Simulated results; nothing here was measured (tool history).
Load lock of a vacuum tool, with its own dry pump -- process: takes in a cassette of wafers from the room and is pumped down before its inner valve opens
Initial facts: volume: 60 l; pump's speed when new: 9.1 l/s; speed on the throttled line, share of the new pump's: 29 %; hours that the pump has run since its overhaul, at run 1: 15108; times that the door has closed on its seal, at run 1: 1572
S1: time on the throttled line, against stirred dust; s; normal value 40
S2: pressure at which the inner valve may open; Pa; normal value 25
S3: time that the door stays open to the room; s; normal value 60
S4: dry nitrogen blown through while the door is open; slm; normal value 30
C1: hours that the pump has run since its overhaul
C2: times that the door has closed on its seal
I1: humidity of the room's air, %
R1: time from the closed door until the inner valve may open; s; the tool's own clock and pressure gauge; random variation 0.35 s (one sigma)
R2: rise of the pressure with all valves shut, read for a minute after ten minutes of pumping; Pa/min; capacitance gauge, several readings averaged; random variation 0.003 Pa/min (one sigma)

| run | hour | S1 | S2 | S3 | S4 | C1 | C2 | I1 | R1 | R2 |
|---|---|---|---|---|---|---|---|---|---|---|
| 1 | 0.0 | 40 | 25 | 60 | 30 | 15108 | 1572 | 43.7 | 90.4 | 0.025 |
| 2 | 195.5 | 40 | 25 | 60 | 30 | 15303 | 1833 | 44.5 | 90.3 | 0.025 |
|  | 275.4 | dry pump taken out, an overhauled one fitted |
| 3 | 476.2 | 40 | 25 | 60 | 30 | 201 | 2200 | 45.4 | 82.9 | 0.029 |
| 4 | 655.1 | 40 | 25 | 60 | 30 | 380 | 2438 | 43.7 | 82.4 | 0.028 |
| 5 | 966.5 | 40 | 25 | 60 | 30 | 691 | 2854 | 43.4 | 82.9 | 0.027 |
| 6 | 1309.7 | 40 | 25 | 60 | 30 | 1034 | 3312 | 43.8 | 82.7 | 0.026 |
| 7 | 1493.4 | 40 | 25 | 60 | 30 | 1218 | 3557 | 45.8 | 82.9 | 0.033 |
| 8 | 1835.0 | 40 | 25 | 60 | 30 | 1560 | 4013 | 43.7 | 83.5 | 0.028 |
| 9 | 2236.2 | 40 | 25 | 60 | 30 | 1961 | 4548 | 44.8 | 83.3 | 0.038 |
| 10 | 2440.0 | 40 | 25 | 70 | 30 | 2165 | 4820 | 43.5 | 83.4 | 0.035 |
| 11 | 2728.6 | 40 | 25 | 70 | 30 | 2453 | 5205 | 43.3 | 83.1 | 0.038 |
| 12 | 2931.6 | 40 | 25 | 70 | 30 | 2656 | 5476 | 45.0 | 83.8 | 0.038 |
| 13 | 3211.5 | 40 | 39 | 113 | 30 | 2936 | 5849 | 45.3 | 80.8 | 0.045 |
| 14 | 3526.4 | 26 | 40 | 205 | 30 | 3251 | 6269 | 45.9 | 70.2 | 0.067 |
| 15 | 3776.3 | 29 | 30 | 60 | 30 | 3501 | 6603 | 50.3 | 74.4 | 0.046 |
| 16 | 4048.0 | 69 | 25 | 60 | 34 | 3773 | 6965 | 45.9 | 103.5 | 0.041 |
| 17 | 4228.7 | 47 | 33 | 60 | 5 | 3953 | 7206 | 43.0 | 87.5 | 0.055 |
| 18 | 4550.3 | 47 | 33 | 60 | 5 | 4275 | 7635 | 49.4 | 86.6 | 0.058 |
| 19 | 4905.8 | 47 | 29 | 60 | 5 | 4630 | 8109 | 41.2 | 88.0 | 0.058 |
| 20 | 5206.6 | 36 | 31 | 60 | 9 | 4931 | 8511 | 43.2 | 80.0 | 0.058 |
| 21 | 5469.0 | 40 | 19 | 236 | 30 | 5194 | 8861 | 42.1 | 86.0 | 0.070 |

Predict each of these 5 candidate next runs independently; none follows another, all start after run 21:
| A | 5708.9 | 40 | 20 | 60 | 30 | 5433 | 9181 | 43.6 | ? | ? |
| B | 5708.9 | 21 | 32 | 60 | 13 | 5433 | 9181 | 51.6 | ? | ? |
| C | 5708.9 | 28 | 20 | 236 | 30 | 5433 | 9181 | 46.6 | ? | ? |
| D | 5708.9 | 40 | 25 | 135 | 30 | 5433 | 9181 | 43.3 | ? | ? |
| E | 5708.9 | 47 | 19 | 236 | 4 | 5433 | 9181 | 44.3 | ? | ? |

| run | R1 | R2 |
|---|---|---|
| A | 86.3 | 0.052 |
| B | 70.2 | 0.062 |
| C | 77.5 | 0.081 |
| D | 84.6 | 0.060 |
| E | 91.8 | 0.101 |
With no hidden state in the tool, these same runs would have given:
| run | R1 | R2 |
|---|---|---|
| A | 84.7 | 0.022 |
| B | 68.6 | 0.031 |
| C | 75.9 | 0.051 |
| D | 83.1 | 0.029 |
| E | 90.4 | 0.071 |
